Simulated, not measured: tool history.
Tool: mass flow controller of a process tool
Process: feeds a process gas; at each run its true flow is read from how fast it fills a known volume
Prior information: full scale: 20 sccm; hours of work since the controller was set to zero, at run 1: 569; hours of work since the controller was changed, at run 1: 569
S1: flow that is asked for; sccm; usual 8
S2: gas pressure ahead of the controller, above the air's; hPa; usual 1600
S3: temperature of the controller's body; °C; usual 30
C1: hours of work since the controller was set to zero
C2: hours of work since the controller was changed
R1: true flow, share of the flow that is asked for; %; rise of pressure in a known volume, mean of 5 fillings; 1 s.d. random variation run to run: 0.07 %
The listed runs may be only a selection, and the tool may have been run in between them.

run	day	S1	S2	S3	C1	C2	R1
1	0	8	1600	30	569	569	99.57
2	2.788	3	1600	30	620	620	100.05
3	5.3	3	2480	30	666	666	100.37
4	8.267	3	2480	30	720	720	100.42
5	12.55	8	1770	30	798	798	99.89
6	15.212	8	2460	30	847	847	100.19
7	19.358	8	2460	30	923	923	100.27
8	22.775	8	2460	30	985	985	100.33
9	25.538	8	1600	30	1036	1036	100.1
10	30.758	8	1600	40	1131	1131	100.79
11	34.712	8	1940	30	1203	1203	100.19
12	39.538	8	1940	30	1292	1292	100.16
# day 39.788: controller's zero set anew
13	44.908	8	1940	30	94	1389	100.56
14	49.183	8	1940	30	172	1467	100.69
# day 49.446: controller's zero set anew, once more
15	53.367	4	2000	30	72	1543	99.59
16	58.667	12	1980	21	168	1640	99.47
17	63.004	12	1980	21	248	1720	99.46
18	65.846	6	1980	22	300	1771	99.14
19	70.046	6	1660	34	376	1848	100.11
20	73.788	4	1600	26	445	1917	99.35
21	79.288	4	1600	26	545	2017	99.68
22	84.425	4	1600	26	639	2111	99.51
23	89.204	13	1600	30	726	2198	100.23
24	92.538	13	1600	30	787	2259	100.13
25	96.829	13	1600	25	866	2338	99.81
26	101.9	13	1600	25	958	2430	99.94
27	107.4	18	1720	26	1059	2531	100.46
28	110.033	18	1720	26	1107	2579	100.32

3 options for the next run, each taken on its own from the tool as it stands now. Forecast them:
A	114.912	4	1840	33	1196	2668	?
B	114.912	14	1400	26	1196	2668	?
C	114.912	18	1540	26	1196	2668	?

run	R1
A	100.69
B	100.01
C	100.36
With the hidden condition removed and each run's random variation left untouched, the same runs would have given:
run	R1
A	99.39
B	99.41
C	99.83
